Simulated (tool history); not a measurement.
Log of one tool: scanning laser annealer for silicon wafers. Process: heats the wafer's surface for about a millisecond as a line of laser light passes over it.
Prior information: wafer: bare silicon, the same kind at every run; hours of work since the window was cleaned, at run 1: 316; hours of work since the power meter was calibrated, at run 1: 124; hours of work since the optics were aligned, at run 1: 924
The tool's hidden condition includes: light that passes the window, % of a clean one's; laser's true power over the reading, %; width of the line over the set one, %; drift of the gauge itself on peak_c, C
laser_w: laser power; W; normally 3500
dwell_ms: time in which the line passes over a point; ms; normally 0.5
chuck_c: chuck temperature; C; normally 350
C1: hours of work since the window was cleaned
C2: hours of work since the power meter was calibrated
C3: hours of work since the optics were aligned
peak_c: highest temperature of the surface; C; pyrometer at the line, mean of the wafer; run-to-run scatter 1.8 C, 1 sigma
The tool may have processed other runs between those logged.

{"run": 1, "day": 0.0, "laser_w": 3500, "dwell_ms": 0.5, "chuck_c": 350, "C1": 316, "C2": 124, "C3": 924, "peak_c": 1058}
{"run": 2, "day": 0.388, "laser_w": 3500, "dwell_ms": 0.5, "chuck_c": 350, "C1": 321, "C2": 129, "C3": 930, "peak_c": 1056}
{"run": 3, "day": 0.696, "laser_w": 3500, "dwell_ms": 0.5, "chuck_c": 350, "C1": 325, "C2": 133, "C3": 934, "peak_c": 1059}
{"run": 4, "day": 0.904, "laser_w": 3500, "dwell_ms": 0.5, "chuck_c": 350, "C1": 328, "C2": 136, "C3": 936, "peak_c": 1056}
{"run": 5, "day": 1.325, "laser_w": 3500, "dwell_ms": 0.5, "chuck_c": 350, "C1": 334, "C2": 142, "C3": 942, "peak_c": 1055}
{"run": 6, "day": 1.583, "laser_w": 3500, "dwell_ms": 0.5, "chuck_c": 350, "C1": 337, "C2": 145, "C3": 945, "peak_c": 1056}
{"run": 7, "day": 1.833, "laser_w": 3500, "dwell_ms": 0.5, "chuck_c": 350, "C1": 340, "C2": 149, "C3": 949, "peak_c": 1053}
{"run": 8, "day": 2.092, "laser_w": 3500, "dwell_ms": 0.5, "chuck_c": 350, "C1": 344, "C2": 152, "C3": 952, "peak_c": 1055}
{"run": 9, "day": 2.367, "laser_w": 3500, "dwell_ms": 0.5, "chuck_c": 350, "C1": 347, "C2": 156, "C3": 956, "peak_c": 1053}
{"run": 10, "day": 2.762, "laser_w": 3500, "dwell_ms": 0.5, "chuck_c": 350, "C1": 353, "C2": 161, "C3": 961, "peak_c": 1058}
{"run": 11, "day": 3.129, "laser_w": 3500, "dwell_ms": 0.5, "chuck_c": 350, "C1": 357, "C2": 166, "C3": 966, "peak_c": 1057}
{"run": 12, "day": 3.471, "laser_w": 3500, "dwell_ms": 0.5, "chuck_c": 350, "C1": 362, "C2": 170, "C3": 970, "peak_c": 1052}
{"run": 13, "day": 3.738, "laser_w": 3500, "dwell_ms": 0.5, "chuck_c": 351, "C1": 365, "C2": 174, "C3": 974, "peak_c": 1053}
{"run": 14, "day": 4.15, "laser_w": 3500, "dwell_ms": 0.5, "chuck_c": 350, "C1": 371, "C2": 179, "C3": 979, "peak_c": 1051}
{"run": 15, "day": 4.471, "laser_w": 3109, "dwell_ms": 0.5, "chuck_c": 350, "C1": 375, "C2": 183, "C3": 984, "peak_c": 967}
{"run": 16, "day": 4.888, "laser_w": 3464, "dwell_ms": 0.5, "chuck_c": 350, "C1": 381, "C2": 189, "C3": 989, "peak_c": 1044}
{"run": 17, "day": 5.196, "laser_w": 3464, "dwell_ms": 0.5, "chuck_c": 350, "C1": 385, "C2": 193, "C3": 993, "peak_c": 1047}
{"run": 18, "day": 5.408, "laser_w": 3464, "dwell_ms": 0.5, "chuck_c": 350, "C1": 388, "C2": 196, "C3": 996, "peak_c": 1045}
{"run": 19, "day": 5.667, "laser_w": 3377, "dwell_ms": 0.5, "chuck_c": 350, "C1": 391, "C2": 199, "C3": 999, "peak_c": 1021}
{"run": 20, "day": 5.867, "laser_w": 3495, "dwell_ms": 0.5, "chuck_c": 350, "C1": 394, "C2": 202, "C3": 1002, "peak_c": 1052}
{"run": 21, "day": 6.192, "laser_w": 3820, "dwell_ms": 0.437, "chuck_c": 330, "C1": 398, "C2": 206, "C3": 1006, "peak_c": 1055}
{"run": 22, "day": 6.483, "laser_w": 3820, "dwell_ms": 0.437, "chuck_c": 330, "C1": 402, "C2": 210, "C3": 1010, "peak_c": 1057}
{"run": 23, "day": 6.917, "laser_w": 3552, "dwell_ms": 0.5, "chuck_c": 312, "C1": 407, "C2": 216, "C3": 1016, "peak_c": 1024}
{"run": 24, "day": 7.183, "laser_w": 3552, "dwell_ms": 0.412, "chuck_c": 342, "C1": 411, "C2": 219, "C3": 1019, "peak_c": 997}
{"run": 25, "day": 7.588, "laser_w": 3090, "dwell_ms": 0.412, "chuck_c": 331, "C1": 416, "C2": 225, "C3": 1025, "peak_c": 895}
{"run": 26, "day": 8.012, "laser_w": 3339, "dwell_ms": 0.402, "chuck_c": 377, "C1": 422, "C2": 230, "C3": 1030, "peak_c": 981}
{"run": 27, "day": 8.229, "laser_w": 3339, "dwell_ms": 0.367, "chuck_c": 389, "C1": 425, "C2": 233, "C3": 1033, "peak_c": 972}
{"run": 28, "day": 8.538, "laser_w": 3047, "dwell_ms": 0.465, "chuck_c": 344, "C1": 429, "C2": 237, "C3": 1037, "peak_c": 930}
{"run": 29, "day": 8.967, "laser_w": 3625, "dwell_ms": 0.578, "chuck_c": 389, "C1": 435, "C2": 243, "C3": 1043, "peak_c": 1163}
{"run": 30, "day": 9.221, "laser_w": 3394, "dwell_ms": 0.578, "chuck_c": 340, "C1": 438, "C2": 246, "C3": 1046, "peak_c": 1061}
{"run": 31, "day": 9.621, "laser_w": 3403, "dwell_ms": 0.391, "chuck_c": 372, "C1": 443, "C2": 251, "C3": 1052, "peak_c": 983}
{"run": 32, "day": 9.929, "laser_w": 3403, "dwell_ms": 0.391, "chuck_c": 372, "C1": 447, "C2": 256, "C3": 1056, "peak_c": 983}
{"run": 33, "day": 10.254, "laser_w": 3403, "dwell_ms": 0.391, "chuck_c": 372, "C1": 452, "C2": 260, "C3": 1060, "peak_c": 979}
{"run": 34, "day": 10.654, "laser_w": 3653, "dwell_ms": 0.467, "chuck_c": 350, "C1": 457, "C2": 265, "C3": 1065, "peak_c": 1062}
{"run": 35, "day": 10.992, "laser_w": 3500, "dwell_ms": 0.439, "chuck_c": 377, "C1": 461, "C2": 270, "C3": 1070, "peak_c": 1039}
{"run": 36, "day": 11.188, "laser_w": 3500, "dwell_ms": 0.565, "chuck_c": 358, "C1": 464, "C2": 272, "C3": 1072, "peak_c": 1093}

Forecast each of these 4 alternatives for the next run:
{"run": "A", "day": 11.421, "laser_w": 3500, "dwell_ms": 0.565, "chuck_c": 331, "C1": 467, "C2": 275, "C3": 1075, "peak_c": "?"}
{"run": "B", "day": 11.421, "laser_w": 3615, "dwell_ms": 0.581, "chuck_c": 373, "C1": 467, "C2": 275, "C3": 1075, "peak_c": "?"}
{"run": "C", "day": 11.421, "laser_w": 3666, "dwell_ms": 0.47, "chuck_c": 388, "C1": 467, "C2": 275, "C3": 1075, "peak_c": "?"}
{"run": "D", "day": 11.421, "laser_w": 3233, "dwell_ms": 0.557, "chuck_c": 368, "C1": 467, "C2": 275, "C3": 1075, "peak_c": "?"}

run=A peak_c=1069
run=B peak_c=1145
run=C peak_c=1105
run=D peak_c=1046
With the hidden condition removed and each run's random variation left untouched, the same runs would have given:
run=A peak_c=1104
run=B peak_c=1182
run=C peak_c=1139
run=D peak_c=1078

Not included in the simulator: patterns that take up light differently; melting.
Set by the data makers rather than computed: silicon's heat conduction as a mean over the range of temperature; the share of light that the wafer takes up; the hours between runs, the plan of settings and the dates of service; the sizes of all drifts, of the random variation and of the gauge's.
